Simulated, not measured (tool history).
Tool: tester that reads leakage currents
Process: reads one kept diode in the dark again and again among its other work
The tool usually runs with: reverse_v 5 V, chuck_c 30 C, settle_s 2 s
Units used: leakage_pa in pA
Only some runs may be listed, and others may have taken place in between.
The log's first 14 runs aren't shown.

run	day	reverse_v	chuck_c	settle_s	leakage_pa
15	103.329	5	30	2	113.17
16	109.908	5	30	2	111.3
17	115.538	5	30	2	110.83
18	122.271	5	30	2	109.5
19	129.679	5	30	1.7	108.67
20	139.233	5	47	2	384.23
21	145.175	5	47	2	378.31
22	153.242	5	47	2	372.18
23	159.367	5.68	47	2.47	397.67
24	169.367	16.45	38	3.16	356.71
# day 173.992: chuck's temperature calibrated
25	174.925	16.45	38	3.16	408.75
26	181.654	3.79	47	0.58	359.91
# day 182.892: tester calibrated
27	190.062	3.79	47	0.58	357.3
28	196.204	3.79	47	0.58	355.94
29	206.492	6.06	30	3.42	126.4
30	214.892	1.49	37	2.49	101.38
31	220.775	18.48	34	2.49	309.25

Run 32 is up next; what results do you expect?
32	228.721	18.48	34	2.49	?

leakage_pa: 304.19 pA
With the hidden condition absent and the run-to-run variation left alone, this run would have shown leakage_pa 318.38 pA.
